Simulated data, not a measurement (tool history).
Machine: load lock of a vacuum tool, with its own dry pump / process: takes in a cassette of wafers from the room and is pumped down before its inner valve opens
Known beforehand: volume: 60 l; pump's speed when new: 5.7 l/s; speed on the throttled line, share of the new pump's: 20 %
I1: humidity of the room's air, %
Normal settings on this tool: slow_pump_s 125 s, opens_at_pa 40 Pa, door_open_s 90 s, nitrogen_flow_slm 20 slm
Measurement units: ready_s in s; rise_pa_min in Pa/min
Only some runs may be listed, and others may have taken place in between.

Run 1, day 0: usual settings; I1 47.1. Result: ready_s 187.4 s, rise_pa_min 0.222 Pa/min.
Run 2, day 8.712: usual settings; I1 44.6. Result: ready_s 189.1 s, rise_pa_min 0.235 Pa/min.
Run 3, day 15.396: usual settings but slow_pump_s 137 s; I1 46.7. Result: ready_s 200.7 s, rise_pa_min 0.232 Pa/min.
Run 4, day 22.038: usual settings; I1 46.5. Result: ready_s 192.4 s, rise_pa_min 0.239 Pa/min.
Run 5, day 28.879: usual settings but opens_at_pa 49 Pa; I1 43.3. Result: ready_s 186.5 s, rise_pa_min 0.244 Pa/min.
Run 6, day 34.217: usual settings but opens_at_pa 49 Pa; I1 46. Result: ready_s 185.3 s, rise_pa_min 0.255 Pa/min.
Run 7, day 42.712: usual settings but opens_at_pa 49 Pa; I1 46.7. Result: ready_s 187.1 s, rise_pa_min 0.264 Pa/min.
Run 8, day 48.15: usual settings but opens_at_pa 49 Pa; I1 46.8. Result: ready_s 187.1 s, rise_pa_min 0.268 Pa/min.
Run 9, day 57.05: usual settings but opens_at_pa 49 Pa; I1 48.3. Result: ready_s 186.8 s, rise_pa_min 0.28 Pa/min.
Run 10, day 66.367: usual settings but opens_at_pa 49 Pa; I1 46.2. Result: ready_s 187.8 s, rise_pa_min 0.282 Pa/min.
Run 11, day 70.958: usual settings but opens_at_pa 34 Pa; I1 45. Result: ready_s 191.9 s, rise_pa_min 0.287 Pa/min.
Run 12, day 75.412: usual settings but opens_at_pa 34 Pa; I1 45.5. Result: ready_s 193.6 s, rise_pa_min 0.298 Pa/min.
Run 13, day 81.125: usual settings but opens_at_pa 34 Pa; I1 43.4. Result: ready_s 190.7 s, rise_pa_min 0.302 Pa/min.
Run 14, day 88.75: usual settings but opens_at_pa 34 Pa; I1 46.4. Result: ready_s 195.2 s, rise_pa_min 0.305 Pa/min.
Run 15, day 96.342: usual settings but opens_at_pa 34 Pa; I1 47.4. Result: ready_s 192.3 s, rise_pa_min 0.32 Pa/min.
Run 16, day 104.392: usual settings but opens_at_pa 34 Pa; I1 41.6. Result: ready_s 193.5 s, rise_pa_min 0.319 Pa/min.
Run 17, day 111.733: usual settings; I1 41.8. Result: ready_s 194.5 s, rise_pa_min 0.328 Pa/min.
Run 18, day 117.071: usual settings but slow_pump_s 88 s; I1 43.6. Result: ready_s 164.3 s, rise_pa_min 0.334 Pa/min.
Run 19, day 122.838: usual settings but slow_pump_s 64 s, opens_at_pa 31 Pa, door_open_s 158 s, nitrogen_flow_slm 8 slm; I1 45.3. Result: ready_s 147.3 s, rise_pa_min 0.381 Pa/min.
Run 20, day 129.021: usual settings but slow_pump_s 240 s, opens_at_pa 78 Pa, nitrogen_flow_slm 5 slm; I1 43.2. Result: ready_s 272.8 s, rise_pa_min 0.367 Pa/min.
Run 21, day 135.546: usual settings but slow_pump_s 240 s, opens_at_pa 78 Pa, nitrogen_flow_slm 5 slm; I1 45.9. Result: ready_s 272.4 s, rise_pa_min 0.376 Pa/min.
Run 22, day 144.779: usual settings but slow_pump_s 240 s, opens_at_pa 78 Pa, nitrogen_flow_slm 5 slm; I1 44.7. Result: ready_s 270 s, rise_pa_min 0.389 Pa/min.
Run 23, day 151.883: usual settings but slow_pump_s 76 s, opens_at_pa 32 Pa, door_open_s 159 s, nitrogen_flow_slm 10 slm; I1 45.2. Result: ready_s 159.8 s, rise_pa_min 0.409 Pa/min.
Run 24, day 160.538: usual settings but slow_pump_s 76 s, opens_at_pa 32 Pa, door_open_s 159 s, nitrogen_flow_slm 10 slm; I1 44.8. Result: ready_s 157.8 s, rise_pa_min 0.416 Pa/min.
Run 25, day 166.421: usual settings but opens_at_pa 65 Pa; I1 44.6. Result: ready_s 188.1 s, rise_pa_min 0.396 Pa/min.
Run 26, day 171.033: usual settings but opens_at_pa 38 Pa; I1 45. Result: ready_s 193 s, rise_pa_min 0.407 Pa/min.
Run 27, day 176.679: usual settings but opens_at_pa 38 Pa; I1 44.7. Result: ready_s 193.4 s, rise_pa_min 0.411 Pa/min.
Run 28, day 184.892: usual settings but opens_at_pa 68 Pa, door_open_s 63 s, nitrogen_flow_slm 34 slm; I1 42.8. Result: ready_s 188.1 s, rise_pa_min 0.404 Pa/min.
Run 29, day 190.538: usual settings but opens_at_pa 34 Pa, door_open_s 63 s, nitrogen_flow_slm 34 slm; I1 42.8. Result: ready_s 197 s, rise_pa_min 0.406 Pa/min.
Run 30, day 197.458: usual settings but opens_at_pa 34 Pa, door_open_s 63 s, nitrogen_flow_slm 34 slm; I1 45.9. Result: ready_s 197 s, rise_pa_min 0.426 Pa/min.
Run 31, day 205.821: usual settings but nitrogen_flow_slm 7 slm; I1 48.2. Result: ready_s 193.7 s, rise_pa_min 0.464 Pa/min.
Run 32, day 209.946: usual settings but slow_pump_s 71 s, opens_at_pa 33 Pa, door_open_s 170 s, nitrogen_flow_slm 45 slm; I1 46.5. Result: ready_s 154.8 s, rise_pa_min 0.465 Pa/min.
Run 33, day 218.038: usual settings but door_open_s 209 s, nitrogen_flow_slm 40 slm; I1 47.3. Result: ready_s 193.8 s, rise_pa_min 0.476 Pa/min.
Run 34, day 222.783: usual settings but door_open_s 209 s, nitrogen_flow_slm 40 slm; I1 44.9. Result: ready_s 195.5 s, rise_pa_min 0.479 Pa/min.
Run 35, day 229.958: usual settings but door_open_s 209 s, nitrogen_flow_slm 40 slm; I1 44.7. Result: ready_s 195.4 s, rise_pa_min 0.489 Pa/min.
Run 36, day 235.562: usual settings but nitrogen_flow_slm 16 slm; I1 43.4. Result: ready_s 193.4 s, rise_pa_min 0.487 Pa/min.

Branching from run 36: 5 alternative next runs. What would each branch give?
Run A, day 243.058: usual settings but door_open_s 100 s; I1 47.7. Result: ready_s ?, rise_pa_min ?.
Run B, day 243.058: usual settings but slow_pump_s 249 s; I1 45.2. Result: ready_s ?, rise_pa_min ?.
Run C, day 243.058: usual settings but door_open_s 39 s, nitrogen_flow_slm 16 slm; I1 44.9. Result: ready_s ?, rise_pa_min ?.
Run D, day 243.058: usual settings but slow_pump_s 143 s, opens_at_pa 34 Pa, nitrogen_flow_slm 16 slm; I1 44.8. Result: ready_s ?, rise_pa_min ?.
Run E, day 243.058: usual settings but slow_pump_s 148 s, nitrogen_flow_slm 5 slm; I1 47.2. Result: ready_s ?, rise_pa_min ?.

run  ready_s  rise_pa_min
  A    194.5         0.51
  B      290        0.499
  C    194.7        0.487
  D    209.6         0.51
  E    213.9        0.521
With the hidden condition removed and each run's random variation left untouched, the same runs would have given:
run  ready_s  rise_pa_min
  A    181.6        0.045
  B    282.4        0.037
  C    181.8        0.025
  D    197.1        0.043
  E      202        0.053
